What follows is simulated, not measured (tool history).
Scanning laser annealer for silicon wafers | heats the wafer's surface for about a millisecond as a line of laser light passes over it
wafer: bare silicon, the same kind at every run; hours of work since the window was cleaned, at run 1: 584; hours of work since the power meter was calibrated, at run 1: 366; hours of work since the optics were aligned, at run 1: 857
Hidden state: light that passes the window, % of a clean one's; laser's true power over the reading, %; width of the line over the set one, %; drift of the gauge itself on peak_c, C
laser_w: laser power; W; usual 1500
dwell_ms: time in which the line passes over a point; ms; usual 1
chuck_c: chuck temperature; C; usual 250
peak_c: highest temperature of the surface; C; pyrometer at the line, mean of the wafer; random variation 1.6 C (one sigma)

| run | hour | laser_w | dwell_ms | chuck_c | hours of work since the window was cleaned | hours of work since the power meter was calibrated | hours of work since the optics were aligned | peak_c |
|---|---|---|---|---|---|---|---|---|
| 1 | 0 | 1500 | 1 | 250 | 584 | 366 | 857 | 1000 |
| 2 | 20.5 | 1500 | 1 | 240 | 599 | 382 | 873 | 989 |
| 3 | 39.8 | 1500 | 1 | 272 | 614 | 397 | 888 | 1020 |
| 4 | 64.2 | 1500 | 1 | 272 | 633 | 415 | 907 | 1018 |
|  | 75.4 | window over the wafer cleaned |
| 5 | 96.2 | 1500 | 1 | 272 | 16 | 439 | 930 | 1048 |
| 6 | 113.5 | 1500 | 1 | 272 | 29 | 452 | 944 | 1048 |
| 7 | 133.8 | 1500 | 1 | 272 | 45 | 468 | 959 | 1046 |
| 8 | 165.4 | 1500 | 1 | 272 | 70 | 492 | 984 | 1046 |
| 9 | 182.3 | 1500 | 1.07 | 250 | 83 | 505 | 997 | 1050 |
| 10 | 200.2 | 1500 | 1 | 256 | 97 | 519 | 1011 | 1029 |
|  | 213.6 | optics aligned, line set to its width |
| 11 | 246.1 | 1500 | 1 | 256 | 128 | 551 | 25 | 1034 |
| 12 | 279.2 | 1500 | 1 | 240 | 154 | 576 | 51 | 1016 |
| 13 | 299.1 | 1500 | 1 | 240 | 169 | 592 | 66 | 1015 |
| 14 | 321.8 | 1500 | 1 | 250 | 187 | 609 | 84 | 1023 |
| 15 | 354.9 | 1500 | 1 | 250 | 212 | 635 | 109 | 1024 |
| 16 | 383.9 | 1500 | 1 | 250 | 235 | 657 | 132 | 1022 |
| 17 | 401.4 | 1500 | 1 | 250 | 248 | 671 | 145 | 1020 |
| 18 | 428.6 | 1500 | 1 | 250 | 269 | 692 | 166 | 1023 |
| 19 | 463.3 | 1500 | 1.09 | 250 | 296 | 719 | 193 | 1056 |
| 20 | 499.3 | 1500 | 1.09 | 250 | 324 | 747 | 221 | 1058 |
| 21 | 536.1 | 1500 | 0.84 | 271 | 353 | 775 | 250 | 967 |
| 22 | 559.8 | 1643 | 1.11 | 215 | 371 | 794 | 268 | 1103 |
| 23 | 592.7 | 1606 | 1.11 | 273 | 396 | 819 | 293 | 1137 |
| 24 | 626.2 | 1434 | 0.7 | 285 | 422 | 845 | 319 | 886 |
| 25 | 664.8 | 1500 | 0.72 | 244 | 452 | 875 | 349 | 880 |
| 26 | 692.2 | 1404 | 0.72 | 244 | 473 | 896 | 370 | 836 |
| 27 | 731.3 | 1404 | 0.72 | 244 | 504 | 926 | 401 | 835 |
| 28 | 771.6 | 1468 | 1.01 | 282 | 535 | 958 | 432 | 1025 |
| 29 | 795.2 | 1554 | 0.77 | 282 | 553 | 976 | 450 | 959 |
| 30 | 835.9 | 1451 | 1.05 | 214 | 585 | 1007 | 482 | 968 |
| 31 | 876.4 | 1621 | 1 | 288 | 616 | 1039 | 513 | 1103 |
| 32 | 895.7 | 1621 | 1 | 288 | 631 | 1054 | 528 | 1103 |
|  | 909.3 | window over the wafer cleaned |
| 33 | 930.7 | 1621 | 1.08 | 288 | 17 | 1079 | 553 | 1168 |
| 34 | 959.7 | 1621 | 1.08 | 288 | 39 | 1102 | 576 | 1165 |
| 35 | 978.3 | 1621 | 0.83 | 276 | 53 | 1116 | 590 | 1032 |
| 36 | 1016 | 1293 | 1.19 | 271 | 83 | 1145 | 619 | 1015 |
| 37 | 1046.7 | 1293 | 1.19 | 271 | 106 | 1169 | 643 | 1014 |
| 38 | 1064.8 | 1535 | 0.74 | 271 | 120 | 1183 | 657 | 943 |
| 39 | 1099 | 1535 | 0.74 | 271 | 147 | 1209 | 684 | 941 |
| 40 | 1136.4 | 1535 | 0.74 | 271 | 176 | 1238 | 713 | 940 |

5 ways to go on from here, each from the tool as it stands after run 40. What would each give?
| A | 1174.3 | 1535 | 1.18 | 271 | 205 | 1268 | 742 | ? |
| B | 1174.3 | 1284 | 0.78 | 224 | 205 | 1268 | 742 | ? |
| C | 1174.3 | 1535 | 0.79 | 271 | 205 | 1268 | 742 | ? |
| D | 1174.3 | 1559 | 0.75 | 290 | 205 | 1268 | 742 | ? |
| E | 1174.3 | 1342 | 0.74 | 267 | 205 | 1268 | 742 | ? |

| run | peak_c |
|---|---|
| A | 1137 |
| B | 803 |
| C | 961 |
| D | 974 |
| E | 852 |
Without the tool's hidden state the same runs would have given:
| run | peak_c |
|---|---|
| A | 1148 |
| B | 811 |
| C | 970 |
| D | 983 |
| E | 860 |
